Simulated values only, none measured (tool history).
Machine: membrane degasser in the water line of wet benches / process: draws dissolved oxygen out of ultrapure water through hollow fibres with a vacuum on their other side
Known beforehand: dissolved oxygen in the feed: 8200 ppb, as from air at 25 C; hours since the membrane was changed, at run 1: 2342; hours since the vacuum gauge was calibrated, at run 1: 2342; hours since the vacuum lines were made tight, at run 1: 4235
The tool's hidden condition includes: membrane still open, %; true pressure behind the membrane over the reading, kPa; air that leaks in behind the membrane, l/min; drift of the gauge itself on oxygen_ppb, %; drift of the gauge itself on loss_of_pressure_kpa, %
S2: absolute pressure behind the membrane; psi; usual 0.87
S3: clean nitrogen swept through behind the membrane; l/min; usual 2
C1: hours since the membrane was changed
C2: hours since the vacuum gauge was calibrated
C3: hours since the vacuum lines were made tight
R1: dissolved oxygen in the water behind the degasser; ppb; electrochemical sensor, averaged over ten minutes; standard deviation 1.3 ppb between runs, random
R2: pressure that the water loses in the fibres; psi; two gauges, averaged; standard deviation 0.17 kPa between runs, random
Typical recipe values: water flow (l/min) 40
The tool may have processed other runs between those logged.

run 1 day=0 | water_flow_(l/min)=40 S2=0.87 S3=2 | C1=2342 C2=2342 C3=4235 | R1=131.7 R2=3.814
run 2 day=5.979 | water_flow_(l/min)=40 S2=0.87 S3=2 | C1=2485 C2=2485 C3=4379 | R1=130.2 R2=3.825
run 3 day=15.162 | water_flow_(l/min)=40 S2=0.782 S3=2 | C1=2706 C2=2706 C3=4599 | R1=104.2 R2=3.846
run 4 day=21.346 | water_flow_(l/min)=40 S2=0.782 S3=2 | C1=2854 C2=2854 C3=4747 | R1=106.1 R2=3.82
run 5 day=35.821 | water_flow_(l/min)=40 S2=0.782 S3=2 | C1=3202 C2=3202 C3=5095 | R1=106.5 R2=3.881
run 6 day=41.938 | water_flow_(l/min)=40 S2=0.782 S3=2 | C1=3348 C2=3348 C3=5241 | R1=105.4 R2=3.841
run 7 day=54.367 | water_flow_(l/min)=40 S2=0.87 S3=4.2 | C1=3647 C2=3647 C3=5540 | R1=70.2 R2=3.864
run 8 day=63.308 | water_flow_(l/min)=40 S2=0.87 S3=2 | C1=3861 C2=3861 C3=5754 | R1=133.3 R2=3.902
run 9 day=77.212 | water_flow_(l/min)=40 S2=0.87 S3=2 | C1=4195 C2=4195 C3=6088 | R1=134.2 R2=3.903
run 10 day=85.279 | water_flow_(l/min)=40 S2=1.99 S3=2 | C1=4389 C2=4389 C3=6282 | R1=462.8 R2=3.888
run 11 day=95.904 | water_flow_(l/min)=40 S2=1.99 S3=2 | C1=4644 C2=4644 C3=6537 | R1=459.1 R2=3.875
run 12 day=106.092 | water_flow_(l/min)=40 S2=0.87 S3=2 | C1=4888 C2=4888 C3=6781 | R1=131.7 R2=3.883
run 13 day=119.579 | water_flow_(l/min)=40 S2=0.87 S3=2 | C1=5212 C2=5212 C3=7105 | R1=132.1 R2=3.873
run 14 day=129.754 | water_flow_(l/min)=40 S2=0.87 S3=2 | C1=5456 C2=5456 C3=7349 | R1=131.8 R2=3.896
run 15 day=135.796 | water_flow_(l/min)=40 S2=0.87 S3=2 | C1=5601 C2=5601 C3=7494 | R1=133 R2=3.88
run 16 day=146.275 | water_flow_(l/min)=40 S2=0.87 S3=2 | C1=5852 C2=5852 C3=7746 | R1=134.7 R2=3.954
run 17 day=154.288 | water_flow_(l/min)=56 S2=1.68 S3=4.76 | C1=6045 C2=6045 C3=7938 | R1=243.2 R2=5.507
-- day=159.146 vacuum gauge calibrated
run 18 day=162.567 | water_flow_(l/min)=56 S2=1.68 S3=4.76 | C1=6243 C2=82 C3=8136 | R1=239.7 R2=5.493
run 19 day=172.833 | water_flow_(l/min)=56 S2=1.68 S3=4.76 | C1=6489 C2=329 C3=8382 | R1=241 R2=5.553
run 20 day=183.158 | water_flow_(l/min)=49 S2=1.68 S3=3.08 | C1=6737 C2=576 C3=8630 | R1=307.1 R2=4.846
run 21 day=194.629 | water_flow_(l/min)=57 S2=0.741 S3=3.08 | C1=7012 C2=852 C3=8906 | R1=93.9 R2=5.606
run 22 day=209.388 | water_flow_(l/min)=57 S2=0.741 S3=3.08 | C1=7367 C2=1206 C3=9260 | R1=95.6 R2=5.612
run 23 day=215.892 | water_flow_(l/min)=48 S2=0.741 S3=2.29 | C1=7523 C2=1362 C3=9416 | R1=100.5 R2=4.72
run 24 day=229.783 | water_flow_(l/min)=48 S2=0.741 S3=2.29 | C1=7856 C2=1695 C3=9749 | R1=100.7 R2=4.72
run 25 day=238.325 | water_flow_(l/min)=40 S2=0.834 S3=1.05 | C1=8061 C2=1900 C3=9954 | R1=205.5 R2=3.99
run 26 day=246.367 | water_flow_(l/min)=48 S2=0.608 S3=1.05 | C1=8254 C2=2093 C3=10147 | R1=101.1 R2=4.807
run 27 day=253.262 | water_flow_(l/min)=47 S2=0.819 S3=4.67 | C1=8420 C2=2259 C3=10313 | R1=69.7 R2=4.706
run 28 day=261.392 | water_flow_(l/min)=40 S2=1.471 S3=2.63 | C1=8615 C2=2454 C3=10508 | R1=251.9 R2=3.938
run 29 day=270.417 | water_flow_(l/min)=40 S2=1.166 S3=2 | C1=8831 C2=2670 C3=10724 | R1=223.4 R2=3.925
run 30 day=282.283 | water_flow_(l/min)=27 S2=0.87 S3=2 | C1=9116 C2=2955 C3=11009 | R1=92.4 R2=2.686
run 31 day=288.8 | water_flow_(l/min)=27 S2=0.87 S3=2 | C1=9273 C2=3112 C3=11166 | R1=94.8 R2=2.704
-- day=294.362 seals of the vacuum lines changed
run 32 day=301.142 | water_flow_(l/min)=64 S2=0.87 S3=1.22 | C1=9567 C2=3406 C3=163 | R1=293.4 R2=6.358

Here are 4 independent what-if runs from the current tool condition. What would each one return?
run A day=315.762 | water_flow_(l/min)=28 S2=0.528 S3=2.87 | C1=9918 C2=3757 C3=514 | R1=? R2=?
run B day=315.762 | water_flow_(l/min)=60 S2=0.579 S3=1.34 | C1=9918 C2=3757 C3=514 | R1=? R2=?
run C day=315.762 | water_flow_(l/min)=43 S2=2.06 S3=2.25 | C1=9918 C2=3757 C3=514 | R1=? R2=?
run D day=315.762 | water_flow_(l/min)=28 S2=0.892 S3=1.57 | C1=9918 C2=3757 C3=514 | R1=? R2=?

run=A R1=15.2 R2=2.798
run=B R1=91.1 R2=5.978
run=C R1=461.9 R2=4.328
run=D R1=121.3 R2=2.799
Take away the tool's hidden state, keep each run's random variation, and the runs would have read:
run=A R1=12.4 R2=2.641
run=B R1=79.9 R2=5.645
run=C R1=456.1 R2=4.087
run=D R1=117.3 R2=2.644

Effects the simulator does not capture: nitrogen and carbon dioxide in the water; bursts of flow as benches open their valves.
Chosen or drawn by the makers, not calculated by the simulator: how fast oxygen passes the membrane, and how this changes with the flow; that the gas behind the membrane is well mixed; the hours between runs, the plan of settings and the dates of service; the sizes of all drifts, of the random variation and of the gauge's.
